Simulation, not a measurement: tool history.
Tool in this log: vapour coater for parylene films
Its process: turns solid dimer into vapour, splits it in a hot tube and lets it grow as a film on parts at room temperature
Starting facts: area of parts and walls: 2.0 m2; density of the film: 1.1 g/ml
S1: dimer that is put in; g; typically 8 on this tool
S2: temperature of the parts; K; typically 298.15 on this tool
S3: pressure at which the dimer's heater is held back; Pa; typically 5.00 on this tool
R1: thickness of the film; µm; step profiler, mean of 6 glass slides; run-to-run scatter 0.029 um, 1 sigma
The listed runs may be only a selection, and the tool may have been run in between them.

run 1 hour=0.0 | S1=8 S2=298.15 S3=5.00 | R1=2.40
run 2 hour=42.7 | S1=8 S2=298.15 S3=5.00 | R1=2.38
run 3 hour=93.6 | S1=8 S2=298.15 S3=5.00 | R1=2.32
run 4 hour=122.8 | S1=8 S2=298.15 S3=5.00 | R1=2.33
run 5 hour=162.6 | S1=8 S2=298.15 S3=5.00 | R1=2.26
-- hour=193.9 trap's valve overhauled
run 6 hour=207.6 | S1=8 S2=298.15 S3=3.00 | R1=2.79
run 7 hour=248.0 | S1=8 S2=298.15 S3=3.00 | R1=2.67
run 8 hour=291.2 | S1=8 S2=298.15 S3=5.00 | R1=2.57
run 9 hour=314.0 | S1=8 S2=298.15 S3=5.00 | R1=2.53
run 10 hour=342.8 | S1=8 S2=298.15 S3=5.00 | R1=2.51
run 11 hour=374.6 | S1=8 S2=298.15 S3=3.31 | R1=2.61
run 12 hour=400.3 | S1=8 S2=298.15 S3=3.31 | R1=2.61
run 13 hour=446.2 | S1=8 S2=295.15 S3=3.31 | R1=2.72
run 14 hour=477.2 | S1=8 S2=298.15 S3=6.57 | R1=2.34
run 15 hour=507.0 | S1=8 S2=298.15 S3=2.71 | R1=2.57
run 16 hour=538.8 | S1=8 S2=298.15 S3=2.71 | R1=2.54
run 17 hour=561.0 | S1=8 S2=298.15 S3=2.71 | R1=2.48
run 18 hour=582.1 | S1=8 S2=298.15 S3=2.71 | R1=2.54
run 19 hour=618.1 | S1=8 S2=298.15 S3=2.71 | R1=2.54
-- hour=659.7 trap's valve overhauled
run 20 hour=672.2 | S1=8 S2=293.15 S3=2.71 | R1=3.06
run 21 hour=703.3 | S1=8 S2=302.15 S3=2.71 | R1=2.56
run 22 hour=740.0 | S1=8 S2=302.15 S3=2.71 | R1=2.54
run 23 hour=789.0 | S1=8 S2=294.15 S3=5.00 | R1=2.76
-- hour=826.6 table's thermometer calibrated
run 24 hour=827.2 | S1=8 S2=294.15 S3=5.00 | R1=2.76
run 25 hour=857.5 | S1=8 S2=294.15 S3=5.00 | R1=2.75
run 26 hour=892.6 | S1=7 S2=298.15 S3=5.00 | R1=2.16
run 27 hour=927.7 | S1=6 S2=292.15 S3=8.09 | R1=1.90
run 28 hour=968.2 | S1=8 S2=298.15 S3=6.31 | R1=2.37
run 29 hour=1009.9 | S1=8 S2=298.15 S3=6.31 | R1=2.31
-- hour=1039.9 table's thermometer calibrated, once more
run 30 hour=1059.8 | S1=8 S2=298.15 S3=6.31 | R1=2.23
run 31 hour=1092.6 | S1=8 S2=290.15 S3=10.79 | R1=2.44
-- hour=1128.8 trap's valve overhauled
run 32 hour=1135.2 | S1=8 S2=307.15 S3=8.88 | R1=1.99
run 33 hour=1182.1 | S1=8 S2=307.15 S3=8.88 | R1=1.94
run 34 hour=1227.0 | S1=6 S2=304.15 S3=2.99 | R1=1.81
run 35 hour=1254.9 | S1=6 S2=298.15 S3=5.00 | R1=1.87
run 36 hour=1305.5 | S1=6 S2=298.15 S3=5.00 | R1=1.83
run 37 hour=1351.0 | S1=6 S2=298.15 S3=5.00 | R1=1.82
run 38 hour=1377.9 | S1=6 S2=298.15 S3=5.00 | R1=1.82
run 39 hour=1400.3 | S1=6 S2=298.15 S3=5.00 | R1=1.83
run 40 hour=1448.3 | S1=7 S2=302.15 S3=7.33 | R1=1.85
run 41 hour=1491.7 | S1=8 S2=297.15 S3=8.35 | R1=2.26
run 42 hour=1517.5 | S1=8 S2=297.15 S3=8.35 | R1=2.26
run 43 hour=1567.0 | S1=8 S2=297.15 S3=8.35 | R1=2.23
-- hour=1592.8 trap's valve overhauled
run 44 hour=1595.5 | S1=6 S2=297.15 S3=7.52 | R1=1.87
run 45 hour=1623.5 | S1=6 S2=299.15 S3=9.07 | R1=1.74
run 46 hour=1670.3 | S1=6 S2=296.15 S3=9.07 | R1=1.86
run 47 hour=1696.4 | S1=6 S2=296.15 S3=9.07 | R1=1.78

Each run again, without the hidden state but with its own random variation kept:
Hidden state at play: vapour lost through the trap's worn valve, %; true temperature of the parts over the reading, C; drift of the gauge itself on film_um, %.
run=1 R1=2.59
run=2 R1=2.60
run=3 R1=2.57
run=4 R1=2.60
run=5 R1=2.54
run=6 R1=2.80
run=7 R1=2.71
run=8 R1=2.63
run=9 R1=2.61
run=10 R1=2.60
run=11 R1=2.73
run=12 R1=2.76
run=13 R1=2.91
run=14 R1=2.52
run=15 R1=2.79
run=16 R1=2.78
run=17 R1=2.73
run=18 R1=2.81
run=19 R1=2.84
run=20 R1=3.05
run=21 R1=2.56
run=22 R1=2.57
run=23 R1=2.83
run=24 R1=2.84
run=25 R1=2.86
run=26 R1=2.26
run=27 R1=2.01
run=28 R1=2.53
run=29 R1=2.49
run=30 R1=2.50
run=31 R1=2.75
run=32 R1=2.00
run=33 R1=1.97
run=34 R1=1.86
run=35 R1=1.93
run=36 R1=1.91
run=37 R1=1.92
run=38 R1=1.93
run=39 R1=1.96
run=40 R1=2.00
run=41 R1=2.47
run=42 R1=2.49
run=43 R1=2.50
run=44 R1=1.88
run=45 R1=1.77
run=46 R1=1.90
run=47 R1=1.84
